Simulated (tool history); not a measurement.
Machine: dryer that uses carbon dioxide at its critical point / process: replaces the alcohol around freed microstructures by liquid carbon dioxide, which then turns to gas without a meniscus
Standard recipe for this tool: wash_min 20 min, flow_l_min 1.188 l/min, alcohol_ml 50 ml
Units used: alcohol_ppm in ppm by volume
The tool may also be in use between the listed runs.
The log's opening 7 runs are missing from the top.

| run | day | wash_min | flow_l_min | alcohol_ml | alcohol_ppm |
|---|---|---|---|---|---|
| 8 | 2.85 | 20 | 1.188 | 73 | 300 |
| 9 | 3.108 | 20 | 1.188 | 73 | 298 |
| 10 | 3.558 | 20 | 1.188 | 73 | 310 |
| 11 | 3.808 | 20 | 1.188 | 73 | 293 |
| 12 | 4.288 | 20 | 1.188 | 73 | 306 |
| 13 | 4.667 | 20 | 1.5 | 73 | 110 |
| 14 | 5.038 | 20 | 1.5 | 28 | 43 |
| 15 | 5.517 | 20 | 1.27 | 50 | 163 |
| 16 | 5.992 | 20 | 1.27 | 50 | 178 |
| 17 | 6.333 | 20 | 1.188 | 93 | 412 |
| 18 | 6.775 | 20 | 1.188 | 93 | 415 |
| 19 | 7.079 | 20 | 1.188 | 93 | 425 |
| 20 | 7.65 | 20 | 1.188 | 50 | 244 |
| 21 | 8.025 | 20 | 1.188 | 50 | 241 |
| 22 | 8.558 | 20 | 1.188 | 50 | 245 |
| 23 | 9.05 | 20 | 1.188 | 69 | 340 |
| 24 | 9.633 | 20 | 0.74 | 107 | 2448 |
| 25 | 9.95 | 20 | 0.74 | 63 | 1457 |
| 26 | 10.35 | 16 | 0.97 | 28 | 575 |

Run 27, settings as shown, results not yet in. Your forecast:
|  | 10.625 | inlet filter changed |
| 27 | 10.733 | 17 | 1.55 | 28 | ? |

{"run 27": {"alcohol_ppm": 62}}
If the tool had no hidden condition, the same run with the same run-to-run variation would have returned alcohol_ppm 49 ppm by volume.
